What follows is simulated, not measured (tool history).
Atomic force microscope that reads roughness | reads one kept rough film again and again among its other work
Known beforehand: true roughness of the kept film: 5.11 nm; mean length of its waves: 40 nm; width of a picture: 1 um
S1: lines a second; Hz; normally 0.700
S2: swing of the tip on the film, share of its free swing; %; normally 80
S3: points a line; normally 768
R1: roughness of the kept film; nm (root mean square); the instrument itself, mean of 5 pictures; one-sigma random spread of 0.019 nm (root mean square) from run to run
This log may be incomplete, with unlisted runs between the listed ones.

run,hour,S1,S2,S3,R1
1,0.0,0.700,80,768,4.034
2,36.5,0.700,68,768,3.982
3,71.4,0.700,80,768,3.817
4,103.9,0.700,80,768,3.720
5,126.9,0.700,80,768,3.626
6,157.1,0.700,80,768,3.563
# hour 197.3: new tip fitted
7,200.2,0.700,80,768,4.430
8,233.0,0.700,61,768,4.424
9,263.2,0.700,61,768,4.314
10,299.1,3.397,80,768,3.599
11,340.8,3.397,80,768,3.441
# hour 346.2: height scale calibrated on a step standard
12,367.2,3.397,80,768,3.401
13,417.8,0.700,80,768,3.695
14,446.9,2.547,80,768,3.305
15,497.1,2.547,80,768,3.189
# hour 526.0: new tip fitted
16,528.8,2.547,80,768,4.052
# hour 575.4: height scale calibrated on a step standard, once more
17,581.8,0.700,80,747,4.288
18,633.5,0.700,80,747,4.118
19,678.4,0.700,80,747,3.949
20,719.7,0.700,80,261,3.791
21,741.8,0.700,80,261,3.742
22,769.0,0.700,80,261,3.651
23,811.9,3.917,60,565,3.443
# hour 854.4: new tip fitted
24,862.4,3.095,57,452,4.428
25,900.2,2.098,71,434,4.195
26,951.3,0.864,81,768,4.063
27,987.5,2.500,59,490,3.967
28,1008.9,2.500,80,490,3.589
29,1034.6,2.818,86,723,3.328
30,1086.0,1.488,67,768,3.710
31,1129.6,1.176,82,700,3.514
32,1160.7,0.700,75,832,3.536
# hour 1181.0: new tip fitted
33,1212.8,3.247,75,270,3.980
34,1259.0,0.548,80,473,4.224
35,1290.9,0.548,80,473,4.096
36,1313.7,3.083,61,499,3.886
37,1356.9,3.083,89,730,3.195
38,1389.4,3.083,89,730,3.146
39,1432.0,1.892,74,364,3.500
40,1463.4,1.892,74,364,3.420
41,1499.5,2.964,73,429,3.218
# hour 1508.0: new tip fitted
42,1535.3,0.700,58,768,4.487

Predict each of these 3 candidate next runs independently; none follows another, all start after run 42:
A,1585.8,1.240,55,334,?
B,1585.8,3.437,80,768,?
C,1585.8,0.700,69,768,?

run,R1
A,4.254
B,3.671
C,4.259
Stripped of hidden state, with their random variation kept, the same runs would have yielded:
run,R1
A,4.600
B,3.970
C,4.605

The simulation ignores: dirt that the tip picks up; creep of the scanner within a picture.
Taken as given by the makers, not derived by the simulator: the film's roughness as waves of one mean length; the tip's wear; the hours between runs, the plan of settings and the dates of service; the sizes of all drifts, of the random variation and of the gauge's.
